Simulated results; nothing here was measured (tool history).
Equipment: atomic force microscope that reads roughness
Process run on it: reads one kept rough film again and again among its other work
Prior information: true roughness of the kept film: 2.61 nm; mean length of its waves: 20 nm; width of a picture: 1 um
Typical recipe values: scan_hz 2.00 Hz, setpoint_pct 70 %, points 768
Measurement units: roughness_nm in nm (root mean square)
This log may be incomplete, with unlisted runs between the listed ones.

run,hour,scan_hz,setpoint_pct,points,roughness_nm
1,0.0,2.00,70,768,1.757
2,20.4,2.00,70,586,1.705
3,43.1,2.00,70,586,1.677
4,60.8,2.00,70,586,1.629
# hour 70.3: new tip fitted
5,81.0,2.00,70,586,2.022
# hour 84.0: height scale calibrated on a step standard
6,105.2,2.00,70,586,1.949
7,117.7,0.62,62,690,2.131
8,139.6,0.62,62,690,2.082
9,151.1,2.43,61,626,1.923
10,170.3,2.43,61,626,1.875
# hour 183.8: height scale calibrated on a step standard, once more
11,185.5,1.05,86,832,1.735

Here are 3 independent what-if runs from the current tool condition. What would each one return?
A,205.6,1.42,58,371,?
B,205.6,2.00,62,768,?
C,205.6,2.40,75,832,?

run,roughness_nm
A,1.837
B,1.817
C,1.632
Had the tool no hidden state, the same runs would have come out as:
run,roughness_nm
A,2.162
B,2.137
C,1.920
